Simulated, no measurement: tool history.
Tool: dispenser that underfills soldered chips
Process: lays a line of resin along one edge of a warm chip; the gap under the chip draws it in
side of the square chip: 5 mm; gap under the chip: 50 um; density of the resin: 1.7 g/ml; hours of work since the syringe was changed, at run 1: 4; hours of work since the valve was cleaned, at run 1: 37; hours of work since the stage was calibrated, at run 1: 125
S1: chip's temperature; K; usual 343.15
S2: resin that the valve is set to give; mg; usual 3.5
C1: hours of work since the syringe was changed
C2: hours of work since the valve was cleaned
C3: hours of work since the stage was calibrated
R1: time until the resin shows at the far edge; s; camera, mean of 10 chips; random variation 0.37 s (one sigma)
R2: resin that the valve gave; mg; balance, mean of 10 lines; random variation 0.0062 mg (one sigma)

| run | hour | S1 | S2 | C1 | C2 | C3 | R1 | R2 |
|---|---|---|---|---|---|---|---|---|
| 1 | 0 | 343.15 | 3.5 | 4 | 37 | 125 | 29.7 | 3.449 |
| 2 | 4.5 | 338.15 | 3.5 | 7 | 40 | 128 | 45.8 | 3.447 |
|  | 7.2 | new syringe of resin |
| 3 | 14.6 | 341.15 | 3.5 | 5 | 46 | 135 | 33.3 | 3.455 |
| 4 | 19.5 | 341.15 | 3.5 | 8 | 50 | 138 | 43.5 | 3.451 |
|  | 20.6 | new syringe of resin |
| 5 | 28.3 | 343.15 | 3.5 | 5 | 55 | 144 | 31.9 | 3.423 |
|  | 31.6 | dispensing valve cleaned and set on the balance |
|  | 35.1 | new syringe of resin |
| 6 | 36.2 | 332.15 | 3.5 | 1 | 3 | 148 | 36 | 3.479 |
| 7 | 40.5 | 332.15 | 3.5 | 4 | 6 | 151 | 43.7 | 3.474 |
|  | 48.7 | new syringe of resin |
| 8 | 50.2 | 332.15 | 3.5 | 1 | 12 | 157 | 36 | 3.471 |
| 9 | 58.9 | 343.15 | 3.5 | 7 | 18 | 163 | 35.7 | 3.47 |
|  | 62.1 | new syringe of resin |
| 10 | 64.6 | 343.15 | 3.5 | 2 | 22 | 167 | 25 | 3.46 |
| 11 | 72 | 343.15 | 3.24 | 7 | 27 | 172 | 35.6 | 3.198 |
|  | 76.1 | new syringe of resin |
| 12 | 81.2 | 343.15 | 3.24 | 3 | 33 | 178 | 29.1 | 3.189 |
| 13 | 87 | 343.15 | 3.24 | 7 | 36 | 182 | 37.8 | 3.187 |
|  | 89.5 | new syringe of resin |
| 14 | 92.7 | 330.15 | 3.69 | 2 | 40 | 185 | 43.6 | 3.617 |
| 15 | 97.4 | 342.15 | 3.12 | 5 | 43 | 188 | 33.9 | 3.066 |
| 16 | 101.8 | 342.15 | 3.87 | 8 | 46 | 191 | 41.8 | 3.798 |
|  | 102.8 | new syringe of resin |
| 17 | 108.4 | 342.15 | 3.87 | 4 | 50 | 196 | 29.7 | 3.786 |
| 18 | 115.3 | 329.15 | 3.79 | 8 | 55 | 200 | 70.5 | 3.691 |
|  | 116.1 | new syringe of resin |
|  | 119.4 | dispensing valve cleaned and set on the balance |
| 19 | 124.1 | 343.15 | 3.79 | 5 | 3 | 205 | 30.7 | 3.79 |
|  | 130.7 | new syringe of resin |
| 20 | 133.8 | 346.15 | 4.41 | 2 | 10 | 212 | 22 | 4.393 |
|  | 143.9 | new syringe of resin |
| 21 | 143.9 | 349.15 | 3.05 | 0 | 16 | 218 | 17.7 | 3.025 |
| 22 | 151.1 | 351.15 | 4.04 | 5 | 21 | 223 | 22.5 | 3.999 |
|  | 157.6 | new syringe of resin |
| 23 | 158.1 | 329.15 | 3.85 | 0 | 25 | 227 | 40.5 | 3.815 |

The next listed run, before its measurement:
| 24 | 167.6 | 329.15 | 3.85 | 7 | 32 | 234 | ? | ? |

Run 24 gave R1 63.3 s, R2 3.805 mg.
Without the tool's hidden state the same run would have given R1 36.7 s, R2 3.853 mg.
